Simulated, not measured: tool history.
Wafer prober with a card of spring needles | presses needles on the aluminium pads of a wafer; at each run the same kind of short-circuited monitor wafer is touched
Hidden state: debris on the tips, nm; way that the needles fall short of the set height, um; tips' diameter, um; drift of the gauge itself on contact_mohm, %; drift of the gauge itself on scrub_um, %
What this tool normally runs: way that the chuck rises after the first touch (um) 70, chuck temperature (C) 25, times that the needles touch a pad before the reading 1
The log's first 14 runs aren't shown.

run	hour	way that the chuck rises after the first touch (um)	chuck temperature (C)	times that the needles touch a pad before the reading	touches since the tips were cleaned	cleanings since the card got new needles	touches since the first contact's height was set	resistance of one needle with its contact and lead (mohm)	way that a needle slides on the pad (um)
# hour 211.6: tips cleaned on abrasive film
# hour 223.7: tips cleaned on abrasive film
15	224.9	70	25	1	344	38	138889	168	9.83
# hour 235.6: tips cleaned on abrasive film
16	237.0	70	25	1	394	39	142299	169	9.82
# hour 247.5: tips cleaned on abrasive film
17	251.3	72	93	1	1085	40	146337	197	9.95
# hour 260.1: tips cleaned on abrasive film
18	267.4	65	93	2	2069	41	150878	202	8.88
# hour 272.3: tips cleaned on abrasive film
19	278.8	65	93	2	1839	42	154083	198	8.95
# hour 285.3: tips cleaned on abrasive film
# hour 290.4: height of the first contact set anew
20	292.6	65	93	2	1975	43	612	189	9.54
# hour 298.1: tips cleaned on abrasive film
21	306.0	59	42	3	2237	44	4389	177	8.62
# hour 311.2: tips cleaned on abrasive film
22	316.2	70	25	2	1407	45	7250	175	10.21
# hour 323.0: tips cleaned on abrasive film
23	326.3	70	25	2	922	46	10092	168	10.26
# hour 336.0: tips cleaned on abrasive film
24	344.4	54	46	1	2378	47	15209	245	7.84

Predict the results of run 25:
# hour 348.4: tips cleaned on abrasive film
25	357.1	74	103	1	2474	48	18809	?	?

Logged for run 25: resistance of one needle with its contact and lead (mohm) 211, way that a needle slides on the pad (um) 10.73.
The same run, on a tool lacking any hidden state, would have yielded resistance of one needle with its contact and lead (mohm) 160, way that a needle slides on the pad (um) 10.80.

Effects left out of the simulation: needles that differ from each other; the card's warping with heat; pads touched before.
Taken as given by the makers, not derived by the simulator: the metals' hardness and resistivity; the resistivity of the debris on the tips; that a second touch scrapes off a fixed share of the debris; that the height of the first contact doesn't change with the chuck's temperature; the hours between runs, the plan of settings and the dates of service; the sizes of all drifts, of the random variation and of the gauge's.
